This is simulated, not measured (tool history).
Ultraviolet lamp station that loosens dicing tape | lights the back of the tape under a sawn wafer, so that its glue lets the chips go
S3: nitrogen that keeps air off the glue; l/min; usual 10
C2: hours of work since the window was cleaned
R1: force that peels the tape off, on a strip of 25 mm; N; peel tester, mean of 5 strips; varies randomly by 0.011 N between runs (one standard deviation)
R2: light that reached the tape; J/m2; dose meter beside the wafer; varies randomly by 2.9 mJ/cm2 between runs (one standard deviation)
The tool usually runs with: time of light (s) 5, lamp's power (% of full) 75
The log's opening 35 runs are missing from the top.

Run 36, hour 272.8: usual settings but time of light (s) 3; hours of work of the lamp 206; C2 546. Result: R1 0.965 N, R2 2560 J/m2.
Run 37, hour 281.9: usual settings but time of light (s) 2, lamp's power (% of full) 74, S3 4 l/min; hours of work of the lamp 212; C2 552. Result: R1 1.704 N, R2 1700 J/m2.
Run 38, hour 290.6: usual settings but time of light (s) 8, lamp's power (% of full) 64, S3 3 l/min; hours of work of the lamp 217; C2 558. Result: R1 0.482 N, R2 5860 J/m2.
Run 39, hour 299: usual settings but time of light (s) 3, lamp's power (% of full) 64, S3 11 l/min; hours of work of the lamp 223; C2 563. Result: R1 1.096 N, R2 2200 J/m2.
Run 40, hour 308.9: usual settings but time of light (s) 3, lamp's power (% of full) 78, S3 11 l/min; hours of work of the lamp 229; C2 570. Result: R1 0.872 N, R2 2670 J/m2.
Run 41, hour 317.1: usual settings but time of light (s) 3, lamp's power (% of full) 61; hours of work of the lamp 234; C2 575. Result: R1 1.224 N, R2 2100 J/m2.
Run 42, hour 327: usual settings but time of light (s) 9, lamp's power (% of full) 72, S3 7 l/min; hours of work of the lamp 241; C2 581. Result: R1 0.28 N, R2 7420 J/m2.
Run 43, hour 337.6: usual settings but lamp's power (% of full) 62, S3 5 l/min; hours of work of the lamp 248; C2 588. Result: R1 0.81 N, R2 3590 J/m2.

Predict each of these 4 candidate next runs independently; none follows another, all start after run 43:
Run A, hour 343.5: usual settings but time of light (s) 4, lamp's power (% of full) 89; hours of work of the lamp 251; C2 592. Result: R1 ?, R2 ?.
Run B, hour 343.5: usual settings but time of light (s) 3, lamp's power (% of full) 76, S3 5 l/min; hours of work of the lamp 251; C2 592. Result: R1 ?, R2 ?.
Run C, hour 343.5: usual settings but time of light (s) 2, lamp's power (% of full) 62, S3 5 l/min; hours of work of the lamp 251; C2 592. Result: R1 ?, R2 ?.
Run D, hour 343.5: usual settings but lamp's power (% of full) 76, S3 4 l/min; hours of work of the lamp 251; C2 592. Result: R1 ?, R2 ?.

run     R1    R2
  A  0.525  4130
  B   1.08  2640
  C  1.807  1400
  D  0.657  4390
Had the tool no hidden state, the same runs would have come out as:
run     R1    R2
  A  0.524  4130
  B  1.079  2640
  C  1.806  1400
  D  0.656  4390
